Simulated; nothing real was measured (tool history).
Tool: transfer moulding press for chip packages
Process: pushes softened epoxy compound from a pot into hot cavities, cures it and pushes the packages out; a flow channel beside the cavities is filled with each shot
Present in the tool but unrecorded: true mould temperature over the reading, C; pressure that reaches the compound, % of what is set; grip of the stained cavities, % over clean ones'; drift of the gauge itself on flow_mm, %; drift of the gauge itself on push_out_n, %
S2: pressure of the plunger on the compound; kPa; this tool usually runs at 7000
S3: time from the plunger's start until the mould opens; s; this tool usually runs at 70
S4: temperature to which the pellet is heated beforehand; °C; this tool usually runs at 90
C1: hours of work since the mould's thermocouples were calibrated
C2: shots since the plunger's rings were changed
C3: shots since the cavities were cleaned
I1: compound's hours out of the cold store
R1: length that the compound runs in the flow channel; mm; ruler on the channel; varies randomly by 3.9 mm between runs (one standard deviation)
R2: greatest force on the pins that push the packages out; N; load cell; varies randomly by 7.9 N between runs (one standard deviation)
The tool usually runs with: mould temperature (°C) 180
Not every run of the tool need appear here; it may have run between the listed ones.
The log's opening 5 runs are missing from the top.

Run 6, hour 41.5: usual settings; C1 217; C2 224; C3 284; I1 12.7. Result: R1 933 mm, R2 389 N.
Run 7, hour 49.3: usual settings; C1 221; C2 320; C3 380; I1 26.6. Result: R1 863 mm, R2 384 N.
At hour 56.2: cavities cleaned with cleaning compound and waxed.
Run 8, hour 58.7: usual settings but S2 6360 kPa; C1 226; C2 416; C3 30; I1 26.9. Result: R1 818 mm, R2 333 N.
Run 9, hour 64.5: usual settings but S2 6360 kPa; C1 229; C2 489; C3 103; I1 14.6. Result: R1 879 mm, R2 355 N.
Run 10, hour 70.2: usual settings; C1 232; C2 558; C3 172; I1 38.5. Result: R1 800 mm, R2 367 N.
Run 11, hour 78.6: usual settings; C1 236; C2 661; C3 275; I1 23.5. Result: R1 875 mm, R2 394 N.
Run 12, hour 86.6: usual settings; C1 240; C2 759; C3 373; I1 14.7. Result: R1 911 mm, R2 433 N.
Run 13, hour 90.9: usual settings; C1 242; C2 813; C3 427; I1 27.3. Result: R1 851 mm, R2 414 N.
At hour 93.9: cavities cleaned with cleaning compound and waxed.
Run 14, hour 97.5: usual settings; C1 245; C2 876; C3 45; I1 38.5. Result: R1 809 mm, R2 332 N.
Run 15, hour 104.8: usual settings; C1 249; C2 965; C3 134; I1 8.2. Result: R1 945 mm, R2 373 N.
Run 16, hour 109.0: usual settings; C1 251; C2 1017; C3 186; I1 23.1. Result: R1 872 mm, R2 374 N.
Run 17, hour 114.7: usual settings; C1 254; C2 1087; C3 256; I1 21.2. Result: R1 883 mm, R2 390 N.
Run 18, hour 124.0: usual settings but S2 5810 kPa, S4 83 °C; C1 259; C2 1201; C3 370; I1 37.4. Result: R1 739 mm, R2 399 N.
At hour 131.5: cavities cleaned with cleaning compound and waxed.
Run 19, hour 131.5: usual settings but mould temperature (°C) 186, S2 6790 kPa, S3 97 s; C1 262; C2 1275; C3 0; I1 40.0. Result: R1 765 mm, R2 245 N.
Run 20, hour 137.6: usual settings but mould temperature (°C) 184, S2 6200 kPa, S4 87 °C; C1 265; C2 1349; C3 74; I1 45.4. Result: R1 718 mm, R2 300 N.
Run 21, hour 143.5: usual settings but mould temperature (°C) 184, S2 6200 kPa, S4 87 °C; C1 268; C2 1422; C3 147; I1 15.1. Result: R1 846 mm, R2 299 N.
Run 22, hour 149.0: usual settings but mould temperature (°C) 181, S2 6550 kPa, S3 91 s, S4 89 °C; C1 271; C2 1489; C3 214; I1 23.1. Result: R1 836 mm, R2 290 N.
Run 23, hour 157.4: usual settings but mould temperature (°C) 183, S2 7470 kPa; C1 275; C2 1593; C3 318; I1 11.9. Result: R1 942 mm, R2 341 N.
Run 24, hour 163.5: usual settings but mould temperature (°C) 183, S2 7470 kPa; C1 279; C2 1667; C3 392; I1 29.2. Result: R1 854 mm, R2 340 N.
At hour 168.9: cavities cleaned with cleaning compound and waxed.
Run 25, hour 170.8: usual settings but mould temperature (°C) 182, S2 7470 kPa, S3 57 s; C1 282; C2 1739; C3 23; I1 12.9. Result: R1 944 mm, R2 456 N.
Run 26, hour 180.3: usual settings but mould temperature (°C) 182, S2 7470 kPa, S3 57 s, S4 98 °C; C1 287; C2 1856; C3 140; I1 11.5. Result: R1 944 mm, R2 501 N.
Run 27, hour 187.1: usual settings but S4 82 °C; C1 290; C2 1940; C3 224; I1 44.0. Result: R1 775 mm, R2 366 N.
Run 28, hour 195.3: usual settings but mould temperature (°C) 184, S3 50 s; C1 294; C2 2040; C3 324; I1 23.4. Result: R1 849 mm, R2 640 N.
Run 29, hour 202.4: usual settings but mould temperature (°C) 174, S2 7790 kPa, S3 79 s, S4 99 °C; C1 298; C2 2127; C3 411; I1 46.6. Result: R1 829 mm, R2 430 N.
At hour 206.4: cavities cleaned with cleaning compound and waxed.
Run 30, hour 212.0: usual settings but mould temperature (°C) 181, S2 8310 kPa; C1 302; C2 2227; C3 69; I1 8.5. Result: R1 1021 mm, R2 337 N.

Branching from run 30: 3 alternative next runs. What would each branch give?
Run A, hour 218.2: usual settings but mould temperature (°C) 172; C1 306; C2 2304; C3 146; I1 47.3. Result: R1 ?, R2 ?.
Run B, hour 218.2: usual settings but mould temperature (°C) 181, S2 8310 kPa, S4 96 °C; C1 306; C2 2304; C3 146; I1 23.9. Result: R1 ?, R2 ?.
Run C, hour 218.2: usual settings but S2 6250 kPa, S4 98 °C; C1 306; C2 2304; C3 146; I1 11.9. Result: R1 ?, R2 ?.

run   R1   R2
  A  794  570
  B  938  335
  C  870  393
The same runs, with their run-to-run variation unchanged, on a tool lacking any hidden condition would have given:
run   R1   R2
  A  812  516
  B  959  299
  C  889  354
